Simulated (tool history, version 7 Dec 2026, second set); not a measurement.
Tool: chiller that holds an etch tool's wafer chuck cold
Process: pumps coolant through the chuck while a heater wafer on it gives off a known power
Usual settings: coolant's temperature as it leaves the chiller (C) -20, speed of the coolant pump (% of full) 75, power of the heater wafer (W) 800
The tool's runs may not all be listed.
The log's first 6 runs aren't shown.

run,hour,coolant's temperature as it leaves the chiller (C),speed of the coolant pump (% of full),power of the heater wafer (W),chuck's temperature once it has settled (C),how much warmer the coolant comes back (C)
7,180.4,-29,75,800,-22.5,2.23
8,203.2,-20,75,800,-13.3,2.20
9,230.7,-20,75,800,-13.4,2.26
10,255.4,-20,75,800,-13.6,2.23
11,278.2,-29,75,800,-22.4,2.25
12,309.5,-20,75,800,-13.5,2.21
13,330.8,-20,75,800,-13.4,2.22
14,351.8,-20,75,421,-16.7,1.15
15,383.8,-20,75,421,-16.5,1.12
16,421.0,-20,83,800,-13.7,1.98
17,441.2,-20,83,800,-13.8,1.96
18,462.5,-20,83,800,-13.8,2.00
19,480.2,-20,83,800,-13.7,1.94
20,505.7,-18,98,507,-14.5,0.98
21,536.6,-18,98,507,-14.6,0.96
22,576.8,-18,93,536,-14.1,1.11
23,608.6,-20,64,820,-12.6,2.68
24,628.7,-25,63,800,-17.8,2.67
25,665.9,-12,75,696,-6.2,1.91
26,683.9,-20,75,542,-15.5,1.45
27,703.8,-20,75,542,-15.6,1.41
28,730.5,-20,97,800,-14.4,1.62
29,766.9,-21,71,680,-15.2,1.91
30,783.2,-22,63,680,-15.9,2.23
31,817.1,-20,65,800,-12.7,2.52

Forecast each of these 4 alternatives for the next run:
A,840.5,-16,97,800,?,?
B,840.5,-18,75,800,?,?
C,840.5,-21,83,892,?,?
D,840.5,-28,100,531,?,?

run,chuck's temperature once it has settled (C),how much warmer the coolant comes back (C)
A,-10.4,1.62
B,-11.5,2.21
C,-14.2,2.10
D,-24.2,0.94
Without the tool's hidden state the same runs would have given:
run,chuck's temperature once it has settled (C),how much warmer the coolant comes back (C)
A,-10.4,1.74
B,-11.5,2.34
C,-14.2,2.23
D,-24.2,1.07

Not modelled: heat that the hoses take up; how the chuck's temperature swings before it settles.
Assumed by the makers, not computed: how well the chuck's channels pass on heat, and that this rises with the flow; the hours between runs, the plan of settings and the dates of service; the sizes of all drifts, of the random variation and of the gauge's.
